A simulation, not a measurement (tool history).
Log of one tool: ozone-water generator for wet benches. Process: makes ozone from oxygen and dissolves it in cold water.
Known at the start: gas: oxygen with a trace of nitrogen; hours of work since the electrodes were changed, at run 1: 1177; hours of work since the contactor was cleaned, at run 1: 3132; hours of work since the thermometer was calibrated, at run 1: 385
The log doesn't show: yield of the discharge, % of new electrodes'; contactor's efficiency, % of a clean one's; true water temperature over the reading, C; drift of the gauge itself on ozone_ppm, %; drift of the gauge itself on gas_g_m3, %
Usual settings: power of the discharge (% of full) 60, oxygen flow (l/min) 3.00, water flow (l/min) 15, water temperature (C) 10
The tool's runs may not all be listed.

run,hour,power of the discharge (% of full),oxygen flow (l/min),water flow (l/min),water temperature (C),hours of work since the electrodes were changed,hours of work since the contactor was cleaned,hours of work since the thermometer was calibrated,dissolved ozone (ppm),ozone in the gas ahead of the water (g/m3)
1,0.0,60,3.00,15,10,1177,3132,385,11.9,153.3
2,83.4,60,5.10,15,10,1244,3200,453,13.5,126.8
3,187.1,60,5.10,15,10,1328,3283,536,13.9,126.0
4,303.8,60,5.10,15,10,1422,3377,631,13.4,126.4
5,370.9,60,5.10,15,10,1477,3432,685,13.6,126.7
6,469.8,60,5.10,15,10,1556,3512,765,13.2,126.5
7,530.6,60,5.10,15,10,1606,3561,814,13.5,126.6
8,652.8,60,5.10,15,10,1704,3659,912,13.4,126.8
9,774.7,60,3.00,15,6,1803,3758,1011,12.0,151.6
10,910.3,60,3.00,15,6,1912,3867,1120,12.1,148.9
11,1004.8,60,3.00,15,7,1988,3944,1197,11.8,149.6
12,1084.2,60,3.13,16,17,2053,4008,1261,10.2,147.1
13,1232.3,60,3.13,16,17,2172,4127,1380,9.9,146.1
14,1360.4,47,3.00,15,8,2276,4231,1484,9.7,125.2
15,1444.8,69,3.81,15,8,2344,4299,1552,13.9,150.3
16,1525.6,69,3.81,15,8,2409,4364,1617,13.8,152.3
17,1604.2,48,3.81,15,8,2472,4428,1681,10.6,118.1
18,1691.2,51,1.59,15,6,2543,4498,1751,8.0,165.3
19,1805.9,60,3.00,20,10,2635,4590,1844,8.2,151.3

Run 20 comes next. What will it give?
20,1879.5,67,2.65,15,11,2695,4650,1903,?,?

{"run 20": {"dissolved ozone (ppm)": 11.6, "ozone in the gas ahead of the water (g/m3)": 166.8}}
Without the tool's hidden state the same run would have given dissolved ozone (ppm) 13.3, ozone in the gas ahead of the water (g/m3) 176.3.

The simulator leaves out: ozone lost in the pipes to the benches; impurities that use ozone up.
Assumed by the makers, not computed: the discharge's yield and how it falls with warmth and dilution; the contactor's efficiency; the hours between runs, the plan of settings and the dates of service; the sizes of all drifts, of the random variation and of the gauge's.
